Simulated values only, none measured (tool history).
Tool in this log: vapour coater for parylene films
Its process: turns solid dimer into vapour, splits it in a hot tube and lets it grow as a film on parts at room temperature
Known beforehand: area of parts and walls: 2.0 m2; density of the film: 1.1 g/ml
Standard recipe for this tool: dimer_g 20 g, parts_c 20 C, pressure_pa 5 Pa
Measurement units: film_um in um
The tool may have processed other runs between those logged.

run	hour	dimer_g	parts_c	pressure_pa	film_um
1	0	20	20	5	6.35
2	15.1	20	20	5	6.37
3	24.9	28	20	5	8.94
4	37.5	20	31	5	4.78
5	55	20	31	5	4.78
6	67.8	20	31	5	4.71
7	78.6	20	31	5	4.75
8	97.5	20	21	5	6.16
9	113.2	20	21	5	6.12
10	123.1	20	27	5	5.24
11	133.8	20	20	2.78	6.48
12	146.7	20	20	2.78	6.44
13	159.7	20	20	2.75	6.49
14	169.6	28	20	2.23	9.15
15	187.1	8	20	2.23	2.64
16	199.8	20	13	5	7.47
17	211	17	13	8.73	6.17
18	218.9	18	19	10.55	5.53
19	234.7	18	19	10.55	5.53
20	249.6	16	30	4.17	3.87

Consider 4 possible next runs. They are alternatives, not a sequence: every one starts from the tool as it was left by run 20. What does each give?
A	261.1	11	20	4.81	?
B	261.1	24	22	5	?
C	261.1	13	30	10.93	?
D	261.1	15	30	2.87	?

run	film_um
A	3.42
B	7.1
C	3.04
D	3.71
Without the tool's unlogged condition, the same runs would have read:
run	film_um
A	3.48
B	7.22
C	3.09
D	3.77
